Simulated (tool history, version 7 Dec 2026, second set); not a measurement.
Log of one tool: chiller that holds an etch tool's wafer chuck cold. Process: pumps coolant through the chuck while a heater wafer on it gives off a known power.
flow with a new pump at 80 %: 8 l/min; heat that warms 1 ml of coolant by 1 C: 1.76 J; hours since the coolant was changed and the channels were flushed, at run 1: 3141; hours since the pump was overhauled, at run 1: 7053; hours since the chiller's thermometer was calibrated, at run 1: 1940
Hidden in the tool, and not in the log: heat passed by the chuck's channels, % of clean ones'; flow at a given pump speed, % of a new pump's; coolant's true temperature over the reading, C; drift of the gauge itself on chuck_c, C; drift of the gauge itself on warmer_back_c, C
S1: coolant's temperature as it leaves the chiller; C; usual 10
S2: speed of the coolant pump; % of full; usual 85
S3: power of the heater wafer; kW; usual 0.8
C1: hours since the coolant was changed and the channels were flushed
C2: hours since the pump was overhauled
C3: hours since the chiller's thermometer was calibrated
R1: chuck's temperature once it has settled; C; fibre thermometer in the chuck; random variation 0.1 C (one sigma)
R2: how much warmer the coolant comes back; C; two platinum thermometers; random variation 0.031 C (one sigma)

run	day	S1	S2	S3	C1	C2	C3	R1	R2
1	0	10	85	0.8	3141	7053	1940	18.7	3.24
# day 6.912: coolant pump overhauled
2	9.833	14	85	0.8	3372	70	2171	22.8	3.25
3	18.775	10	85	0.8	3586	285	2386	18.8	3.16
4	23.462	10	85	0.8	3699	397	2498	18.6	3.27
5	32.433	10	85	0.8	3914	613	2714	18.7	3.18
6	38.925	10	82	0.8	4070	768	2869	19	3.38
7	48.038	10	98	0.8	4288	987	3088	17.8	2.83
8	56.908	10	85	0.495	4501	1200	3301	15.4	2.03
9	63.025	10	85	0.495	4648	1347	3448	15.4	2.04
10	68.883	10	85	0.495	4789	1487	3588	15.3	2.09
11	78.692	8	85	0.8	5024	1723	3824	16.8	3.34
12	84.246	8	85	0.8	5157	1856	3957	16.5	3.33
# day 89.125: chiller's thermometer calibrated
13	90.067	10	73	0.8	5296	1995	23	20	3.83
# day 94.112: coolant changed, channels flushed
14	98.879	10	73	0.8	114	2200	228	19.8	3.87
15	107.571	10	73	0.8	323	2409	437	19.8	3.89
16	116.729	10	85	0.622	543	2629	657	16.8	2.69
17	124.075	2	74	1.051	719	2805	833	14.8	5.02
18	132.546	4	77	0.671	922	3008	1036	12.1	3.19
19	137.538	4	85	0.483	1042	3128	1156	9.4	2.07
20	145.746	7	69	0.573	1239	3325	1353	14.4	3.06
21	151.971	7	85	0.589	1389	3474	1502	13.4	2.55
22	156.867	7	63	1.168	1506	3592	1620	23.2	6.61
23	163.092	7	63	1.168	1656	3741	1769	23.5	6.62
24	172.292	10	85	0.492	1876	3962	1990	15.2	2.23
25	181.183	6	64	0.931	2090	4176	2203	18.8	5.22
26	190.458	6	64	0.931	2312	4398	2426	18.8	5.26
27	196.604	6	64	0.931	2460	4546	2573	18.9	5.27
28	205.896	6	64	0.931	2683	4769	2796	18.9	5.24
# day 208.596: gauge calibrated
29	210.846	6	64	0.411	2802	4887	2915	11.6	2.22
30	218.667	4	87	0.824	2989	5075	3103	12.8	3.21
31	226.133	6	85	0.8	3168	5254	3282	14.7	3.22
32	234.246	6	85	0.8	3363	5449	3477	14.6	3.22

Hidden state at the last listed run before each entry between runs and at the first one after, where it differs:
Between runs 1 and 2: coolant pump overhauled (day 6.912)
  flow at a given pump speed, % of a new pump's: 99.6 -> 100; drift of the gauge itself on warmer_back_c, C: 0 -> 0.01
  measured less the result without the state, R2: +0.01 -> +0.01 C
Between runs 12 and 13: chiller's thermometer calibrated (day 89.125)
  coolant's true temperature over the reading, C: -0.02 -> 0; drift of the gauge itself on warmer_back_c, C: 0.1 -> 0.11
  measured less the result without the state, R2: +0.11 -> +0.12 C
Between runs 13 and 14: coolant changed, channels flushed (day 94.112)
  heat passed by the chuck's channels, % of clean ones': 99.3 -> 100; drift of the gauge itself on warmer_back_c, C: 0.11 -> 0.12
  measured less the result without the state, R2: +0.12 -> +0.13 C
Between runs 28 and 29: gauge calibrated (day 208.596)
  coolant's true temperature over the reading, C: -0.01 -> -0.02; drift of the gauge itself on warmer_back_c, C: 0.25 -> 0
  measured less the result without the state, R2: +0.27 -> +0.01 C

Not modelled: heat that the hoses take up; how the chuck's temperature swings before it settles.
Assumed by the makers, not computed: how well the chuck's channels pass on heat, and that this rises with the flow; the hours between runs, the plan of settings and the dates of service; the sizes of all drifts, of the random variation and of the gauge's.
